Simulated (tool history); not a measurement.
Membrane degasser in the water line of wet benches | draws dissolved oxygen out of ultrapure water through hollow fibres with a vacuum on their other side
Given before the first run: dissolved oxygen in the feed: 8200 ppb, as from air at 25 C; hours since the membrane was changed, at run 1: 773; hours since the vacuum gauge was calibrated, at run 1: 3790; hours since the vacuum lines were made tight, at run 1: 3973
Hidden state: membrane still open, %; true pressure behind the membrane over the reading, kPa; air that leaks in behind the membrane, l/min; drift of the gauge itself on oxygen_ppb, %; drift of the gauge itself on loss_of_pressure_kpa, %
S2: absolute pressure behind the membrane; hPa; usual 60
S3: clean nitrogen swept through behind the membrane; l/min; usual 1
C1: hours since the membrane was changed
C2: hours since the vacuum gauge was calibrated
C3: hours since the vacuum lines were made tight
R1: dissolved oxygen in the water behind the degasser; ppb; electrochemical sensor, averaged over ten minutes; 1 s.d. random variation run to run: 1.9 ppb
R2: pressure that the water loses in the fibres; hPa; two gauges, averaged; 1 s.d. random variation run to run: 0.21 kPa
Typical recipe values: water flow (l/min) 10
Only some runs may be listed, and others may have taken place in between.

Run 1, hour 0: usual settings; C1 773; C2 3790; C3 3973. Result: R1 188.8 ppb, R2 482.7 hPa.
Run 2, hour 29.3: usual settings but S2 76 hPa; C1 802; C2 3820; C3 4002. Result: R1 227.6 ppb, R2 481.6 hPa.
Run 3, hour 82.4: usual settings but S2 76 hPa; C1 855; C2 3873; C3 4056. Result: R1 228 ppb, R2 481.6 hPa.
Run 4, hour 144.1: usual settings but S2 42.7 hPa; C1 917; C2 3934; C3 4117. Result: R1 147.3 ppb, R2 484 hPa.
Run 5, hour 180.6: usual settings but S2 58.1 hPa; C1 953; C2 3971; C3 4154. Result: R1 180.9 ppb, R2 483.3 hPa.
Run 6, hour 215.8: usual settings but S2 58.1 hPa; C1 989; C2 4006; C3 4189. Result: R1 185.3 ppb, R2 481.1 hPa.
Run 7, hour 246.8: usual settings but S2 58.1 hPa, S3 2.14 l/min; C1 1020; C2 4037; C3 4220. Result: R1 154.9 ppb, R2 483.2 hPa.
Run 8, hour 304.8: usual settings but water flow (l/min) 7; C1 1078; C2 4095; C3 4278. Result: R1 80.9 ppb, R2 340 hPa.
Run 9, hour 358.1: usual settings but water flow (l/min) 7; C1 1131; C2 4148; C3 4331. Result: R1 80.2 ppb, R2 335 hPa.
Run 10, hour 426.4: usual settings but water flow (l/min) 7; C1 1199; C2 4217; C3 4399. Result: R1 80.4 ppb, R2 334.2 hPa.
Run 11, hour 482: usual settings but water flow (l/min) 7, S2 42.1 hPa; C1 1255; C2 4272; C3 4455. Result: R1 51 ppb, R2 336.3 hPa.
Run 12, hour 521.7: usual settings but S3 0.76 l/min; C1 1295; C2 4312; C3 4495. Result: R1 208.9 ppb, R2 483.8 hPa.
Run 13, hour 569.4: usual settings but S3 0.76 l/min; C1 1342; C2 4360; C3 4543. Result: R1 207.8 ppb, R2 481.1 hPa.
Run 14, hour 628.7: usual settings but S3 0.76 l/min; C1 1402; C2 4419; C3 4602. Result: R1 210.5 ppb, R2 480.7 hPa.
Run 15, hour 661.1: usual settings but S3 0.76 l/min; C1 1434; C2 4451; C3 4634. Result: R1 211 ppb, R2 481.5 hPa.
Run 16, hour 708.8: usual settings but S2 53.6 hPa, S3 0.96 l/min; C1 1482; C2 4499; C3 4682. Result: R1 179.2 ppb, R2 478.1 hPa.
Run 17, hour 774.7: usual settings but water flow (l/min) 15, S3 2.29 l/min; C1 1548; C2 4565; C3 4748. Result: R1 429.3 ppb, R2 720.5 hPa.
Run 18, hour 842.4: usual settings but water flow (l/min) 8, S2 138.8 hPa, S3 0.63 l/min; C1 1615; C2 4633; C3 4815. Result: R1 352.6 ppb, R2 383.9 hPa.
Run 19, hour 899.1: usual settings but water flow (l/min) 6, S2 93.7 hPa, S3 0.99 l/min; C1 1672; C2 4689; C3 4872. Result: R1 107.5 ppb, R2 288 hPa.
Run 20, hour 949.5: usual settings but water flow (l/min) 6, S2 93.7 hPa, S3 0.8 l/min; C1 1722; C2 4740; C3 4923. Result: R1 126.3 ppb, R2 285.7 hPa.

Predict the results of run 21:
Run 21, hour 1001.4: usual settings but water flow (l/min) 9, S2 130.2 hPa, S3 1.86 l/min; C1 1774; C2 4792; C3 4975. Result: R1 ?, R2 ?.

{"run 21": {"R1": 200.8, "R2": 431.8}}
Had the tool carried no hidden state, the very same run would have given R1 200.7 ppb, R2 431.8 hPa.
